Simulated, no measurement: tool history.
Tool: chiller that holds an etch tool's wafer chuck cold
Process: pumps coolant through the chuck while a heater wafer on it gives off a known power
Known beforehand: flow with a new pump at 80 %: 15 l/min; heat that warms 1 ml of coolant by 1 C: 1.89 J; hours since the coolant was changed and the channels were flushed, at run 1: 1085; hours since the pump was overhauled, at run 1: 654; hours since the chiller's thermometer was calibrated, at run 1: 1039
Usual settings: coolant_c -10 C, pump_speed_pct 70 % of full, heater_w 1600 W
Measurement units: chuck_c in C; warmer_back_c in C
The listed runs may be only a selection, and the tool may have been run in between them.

run   hour  coolant_c  pump_speed_pct  heater_w  hours since the coolant was changed and the channels were flushed  hours since the pump was overhauled  hours since the chiller's thermometer was calibrated  chuck_c  warmer_back_c
  1      0        -10              70      1600                                                               1085                                  654                                                  1039      5.5           3.91
  2   39.6        -10              70      1600                                                               1125                                  694                                                  1079      5.7           3.97
  3   83.1        -10              60      1600                                                               1168                                  737                                                  1123      7.5           4.55
  4  120.1        -10              60      1092                                                               1205                                  774                                                  1160        2           3.08
  5  140.6        -10              60      1092                                                               1226                                  795                                                  1180      2.1           3.16
  6  167.8        -10              60      1092                                                               1253                                  822                                                  1207      2.1           3.12
  7    195        -10              60      1092                                                               1280                                  849                                                  1234      2.1           3.14
  8  224.7        -10              86      1600                                                               1310                                  879                                                  1264      3.3            3.2
  9  254.5        -10              86      1600                                                               1340                                  909                                                  1294      3.6            3.2
 10  296.1        -15              70      1600                                                               1381                                  950                                                  1336      0.7           3.97
     299.4  -- chiller's thermometer calibrated
 11  342.3        -15              70      1660                                                               1426                                  995                                                    43      1.4           4.07
 12  384.5        -15              70      1660                                                               1469                                 1038                                                    85      1.4            4.1
 13  423.3         -7              95      1305                                                               1507                                 1076                                                   124      3.1           2.41
 14  454.5        -10              70      1509                                                               1539                                 1108                                                   155      4.9           3.77
 15  474.9        -10              70      1509                                                               1559                                 1128                                                   175      5.1           3.79
 16  496.2        -18              84      1509                                                               1580                                 1149                                                   197     -4.9           3.14
 17  522.3         -6              74      1223                                                               1606                                 1175                                                   223      5.6           2.87
 18  551.8          0              88       984                                                               1636                                 1205                                                   252      8.2           1.99
     576.3  -- chiller's thermometer calibrated, once more
 19  596.3          0              68      1120                                                               1679                                 1248                                                    20     11.6           2.89
 20    626          0              84      1600                                                               1709                                 1278                                                    50       14           3.32
 21  648.9        -15              99      1600                                                               1732                                 1301                                                    73     -2.5           2.78
 22  670.5         -8              61      1285                                                               1754                                 1323                                                    94      6.4           3.67
 23  698.3         -8              61      1285                                                               1781                                 1350                                                   122      6.4           3.64
 24    729        -13             100      1428                                                               1812                                 1381                                                   153     -1.8           2.52

Below, each run's measurement less what the same run would have read without the hidden state. Both values contain the same run-to-run variation, but the gauge's scatter may not be the same in both:
Hidden conditions of the tool in this case: heat passed by the chuck's channels, % of clean ones'; flow at a given pump speed, % of a new pump's; coolant's true temperature over the reading, C; drift of the gauge itself on chuck_c, C; drift of the gauge itself on warmer_back_c, C.
run  chuck_c  warmer_back_c
  1     +0.5          +0.05
  2     +0.6          +0.05
  3     +0.7          +0.07
  4     +0.5          +0.05
  5     +0.5          +0.05
  6     +0.4          +0.05
  7     +0.5          +0.05
  8     +0.5          +0.06
  9     +0.6          +0.06
 10     +0.7          +0.07
 11     +0.7          +0.08
 12     +0.8          +0.08
 13     +0.4          +0.05
 14     +0.7          +0.08
 15     +0.7          +0.08
 16     +0.6          +0.08
 17     +0.5          +0.07
 18     +0.3          +0.05
 19     +0.8          +0.07
 20     +0.9          +0.09
 21     +0.9          +0.07
 22     +1.1          +0.09
 23       +1           +0.1
 24     +0.8          +0.07
